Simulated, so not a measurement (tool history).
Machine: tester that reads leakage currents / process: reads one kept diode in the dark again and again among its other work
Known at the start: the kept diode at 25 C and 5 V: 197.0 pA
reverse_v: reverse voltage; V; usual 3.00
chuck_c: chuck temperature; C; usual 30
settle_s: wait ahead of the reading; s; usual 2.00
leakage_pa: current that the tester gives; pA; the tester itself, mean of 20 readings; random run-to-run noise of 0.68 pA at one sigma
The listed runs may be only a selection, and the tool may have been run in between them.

run,day,reverse_v,chuck_c,settle_s,leakage_pa
1,0.000,3.00,30,2.00,221.85
2,2.233,3.00,30,2.00,221.36
3,4.642,13.48,30,2.00,420.71
# day 8.067: chuck's temperature calibrated
4,8.358,3.00,45,2.00,617.57
5,10.446,3.00,45,2.00,618.36
6,13.017,1.86,30,2.00,187.20
7,15.542,1.86,25,2.00,131.39
8,18.254,1.86,25,1.94,130.99
9,21.142,1.86,25,1.94,130.54
10,24.025,1.86,25,1.94,130.32
11,25.738,9.08,30,2.00,367.16
12,29.425,9.08,30,2.00,365.79
13,31.283,9.08,30,2.00,365.52
14,34.908,7.61,30,2.76,336.87
15,38.000,3.00,57,4.57,1259.22
16,40.729,2.60,57,2.68,1175.42
17,42.504,14.94,25,2.68,320.84
18,44.767,14.94,25,0.87,322.81
19,47.046,3.00,36,2.00,336.46
20,49.771,3.00,36,0.68,336.18
21,53.167,3.00,55,1.46,1107.80

3 options for the next run, each taken on its own from the tool as it stands now. Forecast them:
A,54.950,3.00,52,0.72,?
B,54.950,1.93,30,1.46,?
C,54.950,9.57,51,1.73,?

run,leakage_pa
A,922.59
B,184.33
C,1419.87
Take away the tool's hidden state, keep each run's random variation, and the runs would have read:
run,leakage_pa
A,941.63
B,187.46
C,1444.72

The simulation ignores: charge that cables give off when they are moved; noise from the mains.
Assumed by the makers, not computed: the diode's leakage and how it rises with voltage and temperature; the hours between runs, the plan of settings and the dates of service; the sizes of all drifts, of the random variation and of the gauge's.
